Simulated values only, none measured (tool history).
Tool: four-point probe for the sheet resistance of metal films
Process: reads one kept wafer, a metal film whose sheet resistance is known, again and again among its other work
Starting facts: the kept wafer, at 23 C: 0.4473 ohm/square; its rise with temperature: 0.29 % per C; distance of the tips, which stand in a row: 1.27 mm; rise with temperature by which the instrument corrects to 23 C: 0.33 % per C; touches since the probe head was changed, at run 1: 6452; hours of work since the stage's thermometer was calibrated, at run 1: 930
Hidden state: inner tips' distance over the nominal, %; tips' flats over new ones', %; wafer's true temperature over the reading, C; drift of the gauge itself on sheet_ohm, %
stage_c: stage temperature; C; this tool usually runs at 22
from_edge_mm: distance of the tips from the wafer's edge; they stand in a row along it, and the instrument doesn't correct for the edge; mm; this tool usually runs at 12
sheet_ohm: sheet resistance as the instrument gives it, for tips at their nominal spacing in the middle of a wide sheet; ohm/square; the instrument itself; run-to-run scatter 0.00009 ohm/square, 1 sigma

| run | hour | stage_c | from_edge_mm | touches since the probe head was changed | hours of work since the stage's thermometer was calibrated | sheet_ohm |
|---|---|---|---|---|---|---|
| 1 | 0 | 22 | 12 | 6452 | 930 | 0.449555 |
| 2 | 15.9 | 22 | 12 | 6612 | 937 | 0.449439 |
| 3 | 26.1 | 22 | 15 | 6714 | 942 | 0.448638 |
| 4 | 34 | 22 | 15 | 6794 | 946 | 0.448575 |
| 5 | 44.9 | 22 | 27 | 6902 | 951 | 0.447462 |
| 6 | 59 | 22 | 12 | 7044 | 957 | 0.449576 |
| 7 | 68.3 | 22 | 12 | 7138 | 962 | 0.449405 |
| 8 | 77.5 | 22 | 12 | 7230 | 966 | 0.449765 |
| 9 | 90.2 | 22 | 12 | 7357 | 972 | 0.449519 |
| 10 | 100.6 | 27 | 12 | 7462 | 977 | 0.448762 |
| 11 | 109 | 22 | 12 | 7546 | 981 | 0.449551 |
| 12 | 119.3 | 22 | 12 | 7649 | 985 | 0.449604 |
| 13 | 129.4 | 22 | 12 | 7751 | 990 | 0.449531 |
|  | 130.9 | stage's thermometer calibrated |
| 14 | 137.3 | 29 | 12 | 7826 | 3 | 0.448563 |
| 15 | 152.5 | 33 | 12 | 7977 | 10 | 0.448218 |
| 16 | 162.8 | 33 | 12 | 8081 | 15 | 0.447977 |
| 17 | 172.4 | 22 | 32 | 8177 | 19 | 0.447404 |
| 18 | 186.8 | 22 | 51 | 8322 | 26 | 0.447187 |
| 19 | 197.3 | 22 | 12 | 8428 | 31 | 0.449829 |
| 20 | 205.8 | 22 | 73 | 8513 | 35 | 0.447226 |
| 21 | 212.5 | 22 | 73 | 8580 | 38 | 0.447118 |
|  | 214.2 | stage's thermometer calibrated, once more |
| 22 | 222.1 | 22 | 73 | 8672 | 4 | 0.4466 |
| 23 | 231.1 | 22 | 73 | 8762 | 8 | 0.446417 |
| 24 | 240.7 | 22 | 73 | 8859 | 12 | 0.446637 |
| 25 | 251 | 22 | 7 | 8962 | 17 | 0.454361 |
| 26 | 257.9 | 22 | 7 | 9031 | 20 | 0.454339 |
| 27 | 264.8 | 26 | 7 | 9100 | 24 | 0.453663 |
| 28 | 275.4 | 26 | 3 | 9207 | 28 | 0.484949 |
| 29 | 284.4 | 30 | 4 | 9297 | 33 | 0.468138 |
| 30 | 295.8 | 21 | 12 | 9411 | 38 | 0.449379 |
| 31 | 304.7 | 29 | 50 | 9501 | 42 | 0.445654 |
| 32 | 312.4 | 31 | 3 | 9578 | 46 | 0.484058 |
| 33 | 327.3 | 31 | 3 | 9727 | 53 | 0.484084 |
| 34 | 334.2 | 31 | 3 | 9797 | 56 | 0.484106 |
| 35 | 347.1 | 31 | 3 | 9926 | 62 | 0.484082 |
| 36 | 359.5 | 26 | 68 | 10051 | 68 | 0.445981 |
| 37 | 375.2 | 32 | 3 | 10209 | 75 | 0.483852 |
| 38 | 391.3 | 33 | 5 | 10370 | 82 | 0.459744 |
| 39 | 406.6 | 33 | 5 | 10524 | 89 | 0.459857 |
| 40 | 418.3 | 33 | 16 | 10641 | 95 | 0.446502 |
| 41 | 425.9 | 27 | 12 | 10717 | 98 | 0.448503 |
| 42 | 434.1 | 22 | 8 | 10800 | 102 | 0.452832 |
| 43 | 441.7 | 22 | 33 | 10876 | 106 | 0.44704 |
| 44 | 457.8 | 22 | 33 | 11037 | 113 | 0.446974 |
| 45 | 471.5 | 22 | 7 | 11175 | 120 | 0.454443 |

Hidden state or all else? Some run-to-run changes of sheet_ohm, split into what the settings, what came in and random variation would give without the hidden state, and what is left for the hidden state (with any gauge scatter that isn't in both results):
Run 13 -> 14: stage_c 22 -> 29, stage's thermometer calibrated. sheet_ohm -0.000968 ohm/square: hidden state +0.000094, all else -0.001062.
Run 21 -> 22: stage's thermometer calibrated, once more. sheet_ohm -0.000518 ohm/square: hidden state -0.00044, all else -0.000078.
Run 31 -> 32: stage_c 29 -> 31, from_edge_mm 50 -> 3. sheet_ohm +0.038404 ohm/square: hidden state -0.000065, all else +0.038469.
Run 35 -> 36: stage_c 31 -> 26, from_edge_mm 3 -> 68. sheet_ohm -0.038101 ohm/square: hidden state +0.00007, all else -0.038171.
Run 36 -> 37: stage_c 26 -> 32, from_edge_mm 68 -> 3. sheet_ohm +0.037871 ohm/square: hidden state -0.000061, all else +0.037932.
